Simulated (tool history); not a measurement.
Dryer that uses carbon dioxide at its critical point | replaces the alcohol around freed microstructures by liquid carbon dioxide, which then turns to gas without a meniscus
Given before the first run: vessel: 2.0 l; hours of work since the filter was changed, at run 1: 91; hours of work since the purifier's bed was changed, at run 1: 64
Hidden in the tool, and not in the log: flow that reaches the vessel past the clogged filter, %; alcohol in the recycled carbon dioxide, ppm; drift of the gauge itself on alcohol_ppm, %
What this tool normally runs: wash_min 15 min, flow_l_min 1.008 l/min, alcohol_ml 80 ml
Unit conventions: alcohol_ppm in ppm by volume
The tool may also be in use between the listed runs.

run     day  wash_min  flow_l_min  alcohol_ml  hours of work since the filter was changed  hours of work since the purifier's bed was changed  alcohol_ppm
  1   0.000        15       1.008          80                                          91                                                  64          156
  2   1.058        15       1.008          80                                         102                                                  75          165
  3   2.150        15       1.008          80                                         114                                                  87          167
  4   3.325        15       1.008          80                                         127                                                 100          171
  5   3.900        15       1.008          80                                         133                                                 106          187
  6   4.742        15       1.008          80                                         142                                                 115          186
  7   5.933        15       1.008          80                                         155                                                 128          193
  8   6.896        15       1.008          80                                         166                                                 139          206
  9   7.775        15       1.008          80                                         175                                                 148          221
 10   8.396        15       1.330          80                                         182                                                 155           68
 11   9.067        15       1.008          80                                         189                                                 162          235
 12   9.683        15       1.008          80                                         196                                                 169          223
 13  10.250        15       1.008          80                                         202                                                 175          241
 14  11.575        15       1.008          37                                         217                                                 190          130
 15  12.492        15       1.008          37                                         227                                                 200          145
     12.950  -- inlet filter changed
 16  13.529        15       1.008          37                                           6                                                 210           99
 17  14.108        15       1.008          37                                          13                                                 217          106
 18  15.112        15       1.008          37                                          24                                                 228          105
 19  16.196        15       1.008          37                                          35                                                 239          100
 20  16.996        15       1.300          80                                          44                                                 248           72
 21  17.683        15       1.100          80                                          51                                                 256          121
 22  18.500        15       1.008          80                                          60                                                 264          178
 23  19.062        15       1.008          80                                          66                                                 271          185
 24  20.150        24       1.540          80                                          78                                                 282           56
 25  21.046        12       1.650          20                                          88                                                 292           65
 26  22.379        15       0.710          43                                         102                                                 307          480
 27  23.704        15       0.890          80                                         117                                                 321          353
 28  24.521        20       0.620          80                                         126                                                 330          511
 29  25.212        15       0.920          34                                         133                                                 337          176
 30  26.254        15       0.810          37                                         145                                                 349          277
 31  27.296        15       1.008          32                                         156                                                 360          139
 32  28.338        15       1.008          71                                         167                                                 371          234
 33  29.571        12       1.430          32                                         181                                                 385          119
 34  30.892        12       1.200          77                                         195                                                 399          312
 35  32.017        12       1.200          77                                         207                                                 411          324
 36  32.792        11       1.410          77                                         216                                                 420          235
 37  33.962        15       1.008         107                                         228                                                 433          365
     34.317  -- inlet filter changed
 38  34.575        11       1.340          48                                           3                                                 439          158
 39  35.538        15       1.008          78                                          13                                                 449          193
 40  36.371        15       1.008          78                                          22                                                 458          197
 41  37.454        22       1.120         109                                          34                                                 470           96
 42  38.546        15       1.040          80                                          46                                                 482          189
 43  39.671        15       1.040          80                                          58                                                 494          206
 44  40.838        12       1.640          45                                          71                                                 507          112
 45  41.546        12       1.640          45                                          79                                                 514          111
 46  42.196        10       0.780          29                                          86                                                 522          875

What if the next run were any one of these 4? Each begins from the tool's condition after run 46:
  A  43.458        23       1.008          47                                          99                                                 535            ?
  B  43.458        17       0.950          37                                          99                                                 535            ?
  C  43.458        18       1.008          34                                          99                                                 535            ?
  D  43.458        12       0.700         100                                          99                                                 535            ?

run  alcohol_ppm
  A          108
  B          145
  C          133
  D         2375
Stripped of hidden state, with their random variation kept, the same runs would have yielded:
run  alcohol_ppm
  A            7
  B           36
  C           30
  D         1909
